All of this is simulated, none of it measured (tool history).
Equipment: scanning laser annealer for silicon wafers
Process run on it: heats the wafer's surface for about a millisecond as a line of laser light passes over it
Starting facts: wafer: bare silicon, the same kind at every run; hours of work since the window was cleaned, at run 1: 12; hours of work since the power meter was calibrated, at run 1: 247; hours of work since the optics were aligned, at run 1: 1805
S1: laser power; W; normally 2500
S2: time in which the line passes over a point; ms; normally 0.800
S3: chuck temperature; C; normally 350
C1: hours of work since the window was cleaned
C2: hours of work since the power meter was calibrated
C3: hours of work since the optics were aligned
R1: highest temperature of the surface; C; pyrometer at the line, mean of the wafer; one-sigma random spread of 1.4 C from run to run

run,hour,S1,S2,S3,C1,C2,C3,R1
1,0.0,2500,0.800,350,12,247,1805,1171
2,6.6,2596,0.800,350,16,252,1809,1205
3,16.8,2596,0.800,350,23,258,1815,1201
4,26.2,2596,0.800,350,28,264,1821,1204
5,31.5,2596,0.800,350,32,267,1824,1204
6,38.6,2500,0.839,350,36,271,1829,1189
7,46.8,2500,0.800,350,41,276,1834,1168
8,54.9,2500,0.800,350,46,281,1839,1169
9,60.7,2500,0.800,342,49,285,1842,1159
10,65.9,2500,0.800,342,53,288,1845,1158
11,75.6,2500,0.800,350,59,294,1851,1167
12,80.0,2500,0.800,350,61,297,1854,1170
13,84.9,2500,0.800,350,64,300,1857,1166
14,89.3,2500,0.800,350,67,302,1860,1168
15,94.0,2500,0.800,343,70,305,1863,1159
16,103.7,2500,0.800,343,76,311,1869,1157
# hour 107.2: laser's power meter calibrated
17,112.9,2223,0.800,343,80,3,1872,1064
18,122.4,2500,0.800,350,86,9,1878,1171
19,130.9,2500,0.800,350,91,15,1884,1166
# hour 137.6: laser's power meter calibrated, once more
20,142.3,2500,0.800,350,96,3,1889,1167
21,149.9,2500,0.800,350,101,8,1893,1166
22,155.2,2398,0.800,326,104,11,1897,1102
23,165.1,2398,0.800,326,110,17,1903,1102
24,171.8,2137,0.800,326,114,21,1907,1011
25,176.2,2161,0.800,326,117,24,1909,1018
26,181.2,2161,0.800,326,120,27,1913,1019
27,187.4,2161,0.800,326,124,31,1916,1017
28,192.5,2161,0.805,326,127,34,1919,1019
29,200.0,2500,0.831,350,131,38,1924,1176
30,207.6,2500,0.831,350,136,43,1929,1179
31,214.0,2556,0.800,323,140,47,1933,1155
32,218.3,2350,0.634,351,142,49,1935,1033
# hour 225.2: optics aligned, line set to its width
33,228.0,2350,0.634,351,145,52,2,1045
34,232.3,2541,0.742,381,148,55,4,1190
35,238.6,2500,0.800,351,152,59,8,1176
36,243.9,2348,0.789,351,155,62,11,1115
37,253.0,2136,0.789,376,161,68,17,1066
38,257.8,2416,0.800,333,164,71,20,1126
39,262.7,2416,0.800,333,167,74,23,1128
40,272.0,2577,0.747,380,172,79,29,1205

A few steps of R1 between consecutive runs. Split each: what settings, incoming material and random variation would produce without the hidden state, and what is left over for the hidden state, along with gauge scatter present in only one of the two compared results (measured, and without hidden state):
Unlogged tool condition in this case: light that passes the window, % of a clean one's; laser's true power over the reading, %; width of the line over the set one, %; drift of the gauge itself on peak_c, C.
Run 19 -> 20: laser's power meter calibrated, once more. R1 +1 C: hidden state -4, all else +5.
Run 28 -> 29: S1 2161 -> 2500, S2 0.805 -> 0.831, S3 326 -> 350. R1 +157 C: hidden state -3, all else +160.
Run 31 -> 32: S1 2556 -> 2350, S2 0.800 -> 0.634, S3 323 -> 351. R1 -122 C: hidden state +3, all else -125.
Run 32 -> 33: optics aligned, line set to its width. R1 +12 C: hidden state +10, all else +2.
Run 33 -> 34: S1 2350 -> 2541, S2 0.634 -> 0.742, S3 351 -> 381. R1 +145 C: hidden state +0, all else +145.
